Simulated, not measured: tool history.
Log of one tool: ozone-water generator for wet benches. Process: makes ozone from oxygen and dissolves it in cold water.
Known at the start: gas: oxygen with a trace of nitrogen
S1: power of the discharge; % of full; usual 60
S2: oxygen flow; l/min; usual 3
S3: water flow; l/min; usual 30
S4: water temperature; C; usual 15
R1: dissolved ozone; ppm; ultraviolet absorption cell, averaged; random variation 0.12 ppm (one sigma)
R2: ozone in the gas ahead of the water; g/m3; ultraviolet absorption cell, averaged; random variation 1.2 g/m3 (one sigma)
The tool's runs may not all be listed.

run 1 hour=0 | S1=60 S2=3 S3=30 S4=15 | R1=11.1 R2=225.7
run 2 hour=26.7 | S1=60 S2=3 S3=30 S4=15 | R1=11 R2=223.5
run 3 hour=52.9 | S1=60 S2=3 S3=30 S4=15 | R1=10.9 R2=223.3
run 4 hour=67.2 | S1=60 S2=3 S3=30 S4=15 | R1=11 R2=226.1
run 5 hour=83.3 | S1=60 S2=3 S3=30 S4=15 | R1=10.9 R2=223.3
run 6 hour=106.2 | S1=60 S2=3 S3=30 S4=15 | R1=10.8 R2=222
run 7 hour=122.5 | S1=60 S2=3 S3=30 S4=15 | R1=10.8 R2=227.2
run 8 hour=151.2 | S1=60 S2=3 S3=30 S4=15 | R1=10.8 R2=225.1
run 9 hour=177.5 | S1=60 S2=3 S3=22 S4=15 | R1=14.8 R2=224.1
run 10 hour=200.8 | S1=60 S2=3 S3=30 S4=15 | R1=10.9 R2=225.4
run 11 hour=221.6 | S1=60 S2=3 S3=30 S4=15 | R1=10.8 R2=224.3
run 12 hour=243.6 | S1=60 S2=3 S3=30 S4=19 | R1=10.8 R2=222.2
run 13 hour=263.7 | S1=60 S2=3 S3=30 S4=19 | R1=10.5 R2=222.7
run 14 hour=280.9 | S1=60 S2=3 S3=30 S4=15 | R1=10.9 R2=223.9
run 15 hour=309.8 | S1=60 S2=3 S3=30 S4=15 | R1=11 R2=222.3
run 16 hour=334.8 | S1=60 S2=3 S3=30 S4=15 | R1=10.7 R2=224.4
run 17 hour=363.1 | S1=60 S2=3 S3=30 S4=15 | R1=11.2 R2=222.4
-- hour=366.6 water thermometer calibrated
run 18 hour=390.9 | S1=55 S2=3 S3=30 S4=11 | R1=10.5 R2=211.4
run 19 hour=407.5 | S1=59 S2=3 S3=36 S4=15 | R1=8.8 R2=220
run 20 hour=426.8 | S1=50 S2=3 S3=30 S4=13 | R1=9.6 R2=196.5
run 21 hour=459.4 | S1=49 S2=5.05 S3=19 S4=23 | R1=14.9 R2=161.6
run 22 hour=488.2 | S1=85 S2=3 S3=20 S4=15 | R1=20.5 R2=280
-- hour=513.9 water thermometer calibrated, once more
run 23 hour=521.2 | S1=58 S2=3 S3=30 S4=15 | R1=10.7 R2=219.6
run 24 hour=552.5 | S1=58 S2=3 S3=22 S4=15 | R1=14.4 R2=214.7
run 25 hour=577.3 | S1=60 S2=1.69 S3=30 S4=19 | R1=8.3 R2=274.9
run 26 hour=608.6 | S1=60 S2=1.69 S3=30 S4=19 | R1=8.2 R2=272
run 27 hour=628.8 | S1=69 S2=3 S3=28 S4=9 | R1=13.4 R2=245.4
run 28 hour=655.5 | S1=49 S2=3 S3=28 S4=16 | R1=10.1 R2=194.5
run 29 hour=685.7 | S1=60 S2=3 S3=29 S4=9 | R1=11.7 R2=223
run 30 hour=703.5 | S1=60 S2=3 S3=29 S4=9 | R1=11.6 R2=222.5
run 31 hour=733.1 | S1=60 S2=3 S3=29 S4=9 | R1=11.7 R2=225.7
run 32 hour=754 | S1=60 S2=3 S3=24 S4=8 | R1=14.3 R2=221.7

3 ways to go on from here, each from the tool as it stands after run 32. What would each give?
run A hour=777 | S1=60 S2=2.23 S3=24 S4=8 | R1=? R2=?
run B hour=777 | S1=74 S2=3 S3=24 S4=8 | R1=? R2=?
run C hour=777 | S1=60 S2=3 S3=22 S4=15 | R1=? R2=?

run=A R1=12.6 R2=247.8
run=B R1=16.5 R2=257.6
run=C R1=14.5 R2=220
Without the tool's hidden state the same runs would have given:
run=A R1=14 R2=255
run=B R1=18.4 R2=266.3
run=C R1=16 R2=226.4
